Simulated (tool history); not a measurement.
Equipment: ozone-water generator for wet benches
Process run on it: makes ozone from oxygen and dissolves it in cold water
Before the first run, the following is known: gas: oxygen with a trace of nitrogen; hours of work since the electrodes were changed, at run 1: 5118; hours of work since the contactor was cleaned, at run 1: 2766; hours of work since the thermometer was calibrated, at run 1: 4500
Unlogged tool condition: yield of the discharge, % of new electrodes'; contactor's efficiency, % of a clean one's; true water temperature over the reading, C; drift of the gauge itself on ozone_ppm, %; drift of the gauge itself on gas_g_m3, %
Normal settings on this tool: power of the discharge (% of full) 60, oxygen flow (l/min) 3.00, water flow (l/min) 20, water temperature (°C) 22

run	hour	power of the discharge (% of full)	oxygen flow (l/min)	water flow (l/min)	water temperature (°C)	hours of work since the electrodes were changed	hours of work since the contactor was cleaned	hours of work since the thermometer was calibrated	dissolved ozone (ppm)	ozone in the gas ahead of the water (g/m3)
1	0.0	60	3.00	20	22	5118	2766	4500	10.1	173.4
2	147.6	60	3.00	20	22	5253	2901	4635	10.1	173.2
3	299.8	60	3.00	13	22	5392	3040	4774	14.3	173.8
4	505.5	60	3.00	13	22	5581	3228	4963	14.1	173.1
# hour 702.6: water thermometer calibrated
5	702.6	60	3.00	13	22	5760	3408	0	14.1	174.3
6	899.8	60	3.31	13	22	5941	3588	180	14.4	166.4
7	1047.7	60	3.31	13	22	6076	3724	316	14.0	164.9
8	1191.9	60	3.00	20	17	6208	3856	448	10.4	172.6
9	1339.9	60	4.65	20	22	6344	3991	583	10.7	144.0
10	1513.5	60	4.65	20	22	6502	4150	742	10.6	142.9
11	1631.2	60	4.65	20	22	6610	4258	850	10.6	142.0
12	1751.3	60	3.00	20	22	6720	4368	960	10.0	172.9
13	1882.5	60	3.00	29	22	6840	4488	1080	6.9	172.7
14	2009.2	60	2.41	20	22	6956	4604	1196	9.4	188.9
15	2097.2	60	2.41	20	22	7036	4684	1276	9.5	190.5
16	2287.1	60	3.00	17	19	7210	4858	1450	12.1	172.9
17	2493.8	49	4.00	16	22	7399	5047	1639	10.3	126.1
18	2645.9	81	3.87	16	18	7539	5186	1778	17.5	206.1
19	2854.0	62	2.85	20	22	7729	5377	1969	10.0	182.3
20	3040.6	80	3.00	20	15	7900	5547	2139	13.8	227.2
21	3136.3	80	3.00	20	15	7987	5635	2227	14.0	225.2
22	3253.8	60	3.00	24	22	8095	5742	2334	8.4	173.9
23	3459.4	60	2.04	20	22	8283	5931	2523	9.1	204.7

What does the tool deliver on the next run?
24	3556.5	60	2.93	19	14	8372	6019	2611	?	?

dissolved ozone (ppm): 11.2
ozone in the gas ahead of the water (g/m3): 175.0
On a tool with no hidden condition, and with the same random variation, this run would have come out at dissolved ozone (ppm) 11.2, ozone in the gas ahead of the water (g/m3) 175.5.
